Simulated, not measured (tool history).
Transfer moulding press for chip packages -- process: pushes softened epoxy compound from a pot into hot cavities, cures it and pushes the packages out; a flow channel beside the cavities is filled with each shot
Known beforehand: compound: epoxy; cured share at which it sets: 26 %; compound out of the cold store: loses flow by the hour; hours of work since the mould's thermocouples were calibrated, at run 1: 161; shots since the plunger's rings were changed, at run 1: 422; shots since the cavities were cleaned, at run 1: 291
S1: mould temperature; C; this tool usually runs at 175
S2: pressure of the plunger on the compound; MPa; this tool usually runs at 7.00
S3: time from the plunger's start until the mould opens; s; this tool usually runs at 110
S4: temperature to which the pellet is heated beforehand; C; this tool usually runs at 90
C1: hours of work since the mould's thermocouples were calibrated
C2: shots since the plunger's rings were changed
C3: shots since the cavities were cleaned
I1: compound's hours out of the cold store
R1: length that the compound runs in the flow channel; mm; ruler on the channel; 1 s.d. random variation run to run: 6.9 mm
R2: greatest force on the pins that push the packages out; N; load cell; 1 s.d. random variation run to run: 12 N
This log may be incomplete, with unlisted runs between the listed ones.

run 1 hour=0.0 | S1=175 S2=7.00 S3=110 S4=90 | C1=161 C2=422 C3=291 | I1=21.9 | R1=795 R2=742
run 2 hour=6.5 | S1=175 S2=7.00 S3=110 S4=90 | C1=166 C2=510 C3=379 | I1=36.3 | R1=773 R2=765
-- hour=18.4 cavities cleaned with cleaning compound and waxed
run 3 hour=19.4 | S1=170 S2=7.00 S3=110 S4=90 | C1=175 C2=662 C3=12 | I1=25.2 | R1=796 R2=796
run 4 hour=26.6 | S1=170 S2=7.00 S3=110 S4=90 | C1=180 C2=760 C3=110 | I1=17.9 | R1=807 R2=874
run 5 hour=36.9 | S1=175 S2=7.00 S3=112 S4=90 | C1=188 C2=898 C3=248 | I1=43.3 | R1=745 R2=634
run 6 hour=45.9 | S1=175 S2=7.00 S3=112 S4=90 | C1=196 C2=1019 C3=369 | I1=43.8 | R1=740 R2=683
run 7 hour=52.9 | S1=175 S2=5.85 S3=110 S4=90 | C1=201 C2=1113 C3=463 | I1=44.3 | R1=683 R2=730
-- hour=59.1 cavities cleaned with cleaning compound and waxed
run 8 hour=67.9 | S1=175 S2=7.00 S3=110 S4=83 | C1=212 C2=1295 C3=118 | I1=30.7 | R1=765 R2=644
run 9 hour=81.9 | S1=175 S2=7.00 S3=110 S4=83 | C1=223 C2=1484 C3=307 | I1=23.5 | R1=771 R2=724
run 10 hour=90.8 | S1=175 S2=7.00 S3=110 S4=90 | C1=230 C2=1603 C3=426 | I1=42.6 | R1=733 R2=735
-- hour=99.8 cavities cleaned with cleaning compound and waxed
run 11 hour=100.3 | S1=181 S2=7.00 S3=110 S4=90 | C1=236 C2=1710 C3=6 | I1=43.4 | R1=720 R2=456
run 12 hour=111.0 | S1=175 S2=7.00 S3=110 S4=90 | C1=244 C2=1855 C3=151 | I1=37.2 | R1=750 R2=626
run 13 hour=125.3 | S1=175 S2=7.00 S3=110 S4=90 | C1=255 C2=2046 C3=342 | I1=39.8 | R1=734 R2=730
run 14 hour=133.3 | S1=175 S2=7.00 S3=110 S4=90 | C1=262 C2=2155 C3=451 | I1=10.0 | R1=809 R2=777
-- hour=139.9 cavities cleaned with cleaning compound and waxed
run 15 hour=145.2 | S1=177 S2=5.79 S3=91 S4=91 | C1=270 C2=2294 C3=71 | I1=37.9 | R1=662 R2=783
run 16 hour=155.6 | S1=177 S2=5.79 S3=91 S4=91 | C1=278 C2=2434 C3=211 | I1=32.8 | R1=674 R2=871
run 17 hour=166.7 | S1=172 S2=7.00 S3=110 S4=88 | C1=287 C2=2584 C3=361 | I1=45.3 | R1=716 R2=894
-- hour=180.2 cavities cleaned with cleaning compound and waxed
run 18 hour=182.7 | S1=173 S2=7.90 S3=110 S4=88 | C1=298 C2=2778 C3=33 | I1=8.3 | R1=863 R2=685
run 19 hour=194.4 | S1=171 S2=7.90 S3=110 S4=85 | C1=307 C2=2935 C3=190 | I1=15.4 | R1=850 R2=868
run 20 hour=204.1 | S1=181 S2=7.90 S3=133 S4=85 | C1=315 C2=3066 C3=321 | I1=44.7 | R1=738 R2=557
run 21 hour=217.9 | S1=175 S2=7.38 S3=125 S4=89 | C1=325 C2=3251 C3=506 | I1=28.6 | R1=767 R2=674

Run 22, settings as shown, results not yet in. Your forecast:
-- hour=220.6 cavities cleaned with cleaning compound and waxed
run 22 hour=233.3 | S1=180 S2=7.38 S3=125 S4=89 | C1=336 C2=3438 C3=171 | I1=14.6 | R1=? R2=?

{"run 22": {"R1": 784, "R2": 505}}
If the tool had no hidden condition, the same run with the same run-to-run variation would have returned R1 841 mm, R2 429 N.
